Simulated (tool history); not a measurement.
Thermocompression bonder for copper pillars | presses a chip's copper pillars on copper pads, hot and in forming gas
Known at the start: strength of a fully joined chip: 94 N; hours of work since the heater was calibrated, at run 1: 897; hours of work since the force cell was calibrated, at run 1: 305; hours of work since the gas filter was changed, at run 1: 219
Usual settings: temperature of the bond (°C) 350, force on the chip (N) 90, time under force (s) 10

| run | hour | temperature of the bond (°C) | force on the chip (N) | time under force (s) | hours of work since the heater was calibrated | hours of work since the force cell was calibrated | hours of work since the gas filter was changed | force that shears a chip off (N) |
|---|---|---|---|---|---|---|---|---|
| 1 | 0.0 | 350 | 90 | 10 | 897 | 305 | 219 | 57.7 |
| 2 | 9.3 | 350 | 90 | 10 | 902 | 311 | 224 | 57.4 |
| 3 | 19.3 | 379 | 90 | 10 | 909 | 317 | 231 | 65.8 |
| 4 | 25.5 | 325 | 90 | 10 | 912 | 321 | 235 | 49.4 |
| 5 | 36.8 | 325 | 90 | 10 | 920 | 328 | 242 | 50.0 |
| 6 | 47.7 | 325 | 90 | 10 | 926 | 335 | 248 | 49.6 |
| 7 | 59.5 | 350 | 90 | 6 | 934 | 342 | 256 | 48.7 |
| 8 | 66.5 | 350 | 91 | 10 | 938 | 347 | 260 | 58.1 |
| 9 | 75.1 | 350 | 90 | 10 | 943 | 352 | 265 | 56.7 |
| 10 | 87.9 | 350 | 90 | 10 | 951 | 360 | 273 | 56.6 |
| 11 | 99.5 | 349 | 90 | 10 | 959 | 367 | 281 | 57.1 |
| 12 | 107.1 | 349 | 90 | 10 | 963 | 372 | 285 | 56.7 |
| 13 | 119.3 | 349 | 90 | 10 | 971 | 380 | 293 | 55.2 |
| 14 | 130.8 | 350 | 104 | 10 | 978 | 387 | 300 | 61.5 |
| 15 | 142.0 | 350 | 104 | 10 | 985 | 394 | 307 | 61.7 |
| 16 | 150.3 | 350 | 79 | 9 | 990 | 399 | 312 | 49.9 |
| 17 | 158.4 | 350 | 79 | 9 | 995 | 404 | 317 | 49.6 |
| 18 | 168.7 | 322 | 81 | 9 | 1002 | 410 | 324 | 42.2 |
| 19 | 181.0 | 346 | 81 | 8 | 1009 | 418 | 331 | 47.5 |
| 20 | 187.8 | 346 | 81 | 8 | 1014 | 422 | 336 | 47.3 |
| 21 | 200.3 | 347 | 118 | 12 | 1021 | 430 | 343 | 67.6 |
| 22 | 212.6 | 335 | 90 | 10 | 1029 | 438 | 351 | 52.1 |
| 23 | 218.4 | 335 | 129 | 8 | 1033 | 441 | 355 | 61.4 |
| 24 | 230.3 | 348 | 99 | 5 | 1040 | 449 | 362 | 48.6 |
| 25 | 239.0 | 352 | 80 | 5 | 1046 | 454 | 368 | 41.4 |
|  | 246.1 | forming gas filter changed |
| 26 | 246.3 | 352 | 102 | 10 | 1050 | 458 | 0 | 64.8 |
| 27 | 255.6 | 352 | 102 | 10 | 1056 | 464 | 6 | 65.7 |
| 28 | 261.5 | 352 | 102 | 17 | 1059 | 468 | 10 | 73.1 |

Forecast each of these 5 alternatives for the next run:
| A | 268.8 | 350 | 131 | 10 | 1064 | 472 | 14 | ? |
| B | 268.8 | 351 | 116 | 14 | 1064 | 472 | 14 | ? |
| C | 268.8 | 349 | 122 | 5 | 1064 | 472 | 14 | ? |
| D | 268.8 | 341 | 102 | 17 | 1064 | 472 | 14 | ? |
| E | 268.8 | 350 | 90 | 10 | 1064 | 472 | 14 | ? |

| run | force that shears a chip off (N) |
|---|---|
| A | 73.8 |
| B | 76.3 |
| C | 59.3 |
| D | 69.8 |
| E | 58.3 |
Without the tool's hidden state the same runs would have given:
| run | force that shears a chip off (N) |
|---|---|
| A | 75.1 |
| B | 77.7 |
| C | 60.7 |
| D | 71.2 |
| E | 59.7 |
